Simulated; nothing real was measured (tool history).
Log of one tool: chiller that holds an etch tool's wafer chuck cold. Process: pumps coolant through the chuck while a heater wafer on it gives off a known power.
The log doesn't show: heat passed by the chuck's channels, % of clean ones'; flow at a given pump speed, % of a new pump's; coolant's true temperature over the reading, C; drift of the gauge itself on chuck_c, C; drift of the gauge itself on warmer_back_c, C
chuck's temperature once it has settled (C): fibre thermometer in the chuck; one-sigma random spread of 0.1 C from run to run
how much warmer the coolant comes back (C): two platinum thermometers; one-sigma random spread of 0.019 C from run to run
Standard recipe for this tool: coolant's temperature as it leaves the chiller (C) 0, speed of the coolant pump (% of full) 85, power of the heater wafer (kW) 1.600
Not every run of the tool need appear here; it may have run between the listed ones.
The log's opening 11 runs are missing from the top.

run    hour  coolant's temperature as it leaves the chiller (C)  speed of the coolant pump (% of full)  power of the heater wafer (kW)  hours since the coolant was changed and the channels were flushed  hours since the pump was overhauled  hours since the chiller's thermometer was calibrated  chuck's temperature once it has settled (C)  how much warmer the coolant comes back (C)
 12  1214.8                                                   0                                     62                           1.600                                                                405                                 1667                                                  1094                                         15.0                                        5.74
 13  1300.2                                                   0                                     85                           2.137                                                                491                                 1752                                                  1179                                         16.1                                        5.50
 14  1435.1                                                   0                                     85                           2.137                                                                626                                 1887                                                  1314                                         16.4                                        5.53
 15  1570.1                                                   0                                     85                           2.137                                                                761                                 2022                                                  1449                                         16.4                                        5.54
 16  1677.0                                                   0                                     85                           1.496                                                                867                                 2129                                                  1556                                         11.5                                        3.91
     1693.3  -- coolant pump overhauled
 17  1771.3                                                  -8                                     83                           1.260                                                                957                                   78                                                  1645                                          2.5                                        3.45
 18  1891.0                                                  -8                                     83                           1.260                                                               1076                                  198                                                  1765                                          2.6                                        3.47
     1914.3  -- coolant pump overhauled, once more
 19  2031.4                                                   6                                     85                           1.600                                                               1212                                  117                                                  1900                                         18.7                                        4.01
 20  2156.8                                                   6                                     85                           2.043                                                               1337                                  243                                                  2026                                         22.0                                        5.12
 21  2231.8                                                  -3                                     95                           1.663                                                               1412                                  318                                                  2101                                          9.2                                        3.70
 22  2372.6                                                   0                                     70                           1.053                                                               1553                                  458                                                  2241                                          9.7                                        3.25
 23  2491.4                                                   9                                     96                           1.287                                                               1672                                  577                                                  2360                                         18.8                                        2.88
 24  2603.2                                                   0                                     85                           1.952                                                               1784                                  689                                                  2472                                         16.0                                        4.94
 25  2684.2                                                   0                                     85                           1.952                                                               1865                                  770                                                  2553                                         15.8                                        4.99
 26  2814.9                                                  -1                                     77                           2.114                                                               1995                                  901                                                  2684                                         17.6                                        5.99
 27  2933.0                                                  10                                     85                           1.600                                                               2114                                 1019                                                  2802                                         23.4                                        4.10
 28  3073.5                                                  10                                     85                           1.600                                                               2254                                 1159                                                  2942                                         23.6                                        4.11
 29  3169.3                                                  10                                     97                           1.645                                                               2350                                 1255                                                  3038                                         22.9                                        3.69
 30  3254.4                                                  10                                     97                           1.645                                                               2435                                 1340                                                  3123                                         23.0                                        3.65
 31  3316.5                                                   0                                     85                           2.146                                                               2497                                 1402                                                  3185                                         18.3                                        5.50

Consider 4 possible next runs. They are alternatives, not a sequence: every one starts from the tool as it was left by run 31. What does each give?
  A  3443.8                                                   3                                     60                           2.146                                                               2624                                 1530                                                  3313                                            ?                                           ?
  B  3443.8                                                   0                                     85                           1.599                                                               2624                                 1530                                                  3313                                            ?                                           ?
  C  3443.8                                                   0                                     90                           2.146                                                               2624                                 1530                                                  3313                                            ?                                           ?
  D  3443.8                                                  -4                                     85                           2.146                                                               2624                                 1530                                                  3313                                            ?                                           ?

run  chuck's temperature once it has settled (C)  how much warmer the coolant comes back (C)
  A                                         26.4                                        8.01
  B                                         13.9                                        4.16
  C                                         17.7                                        5.25
  D                                         14.4                                        5.55
With no hidden state in the tool, these same runs would have given:
run  chuck's temperature once it has settled (C)  how much warmer the coolant comes back (C)
  A                                         22.6                                        7.72
  B                                         11.2                                        4.02
  C                                         14.5                                        5.06
  D                                         11.2                                        5.35
